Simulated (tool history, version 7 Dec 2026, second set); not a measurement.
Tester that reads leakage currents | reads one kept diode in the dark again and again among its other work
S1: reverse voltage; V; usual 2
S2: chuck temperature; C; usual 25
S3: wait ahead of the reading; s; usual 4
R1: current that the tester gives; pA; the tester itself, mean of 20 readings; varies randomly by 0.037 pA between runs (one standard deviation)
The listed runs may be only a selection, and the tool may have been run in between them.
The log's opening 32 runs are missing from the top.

{"run": 33, "hour": 727.9, "S1": 1.3, "S2": 25, "S3": 0.54, "R1": 6.88}
{"run": 34, "hour": 758.9, "S1": 3.37, "S2": 52, "S3": 1.31, "R1": 75.07}
{"run": 35, "hour": 790.0, "S1": 14.93, "S2": 32, "S3": 0.43, "R1": 49}
{"run": 36, "hour": 809.8, "S1": 2, "S2": 51, "S3": 4, "R1": 52.68}
{"run": 37, "hour": 825.5, "S1": 2, "S2": 51, "S3": 4, "R1": 52.63}
{"run": 38, "hour": 846.8, "S1": 2, "S2": 51, "S3": 4, "R1": 52.79}
{"run": 39, "hour": 871.7, "S1": 2, "S2": 51, "S3": 4, "R1": 52.84}
{"run": 40, "hour": 887.9, "S1": 3.93, "S2": 27, "S3": 4, "R1": 13.63}

What if the next run were any one of these 4? Each begins from the tool's condition after run 40:
{"run": "A", "hour": 915.7, "S1": 3.71, "S2": 55, "S3": 0.99, "R1": "?"}
{"run": "B", "hour": 915.7, "S1": 2, "S2": 51, "S3": 0.31, "R1": "?"}
{"run": "C", "hour": 915.7, "S1": 5.67, "S2": 25, "S3": 4, "R1": "?"}
{"run": "D", "hour": 915.7, "S1": 3.93, "S2": 47, "S3": 4, "R1": "?"}

run=A R1=96.33
run=B R1=54.28
run=C R1=14.32
run=D R1=57.72
What these runs would have given with no unlogged condition in the tool:
run=A R1=96.33
run=B R1=54.28
run=C R1=14.32
run=D R1=57.72
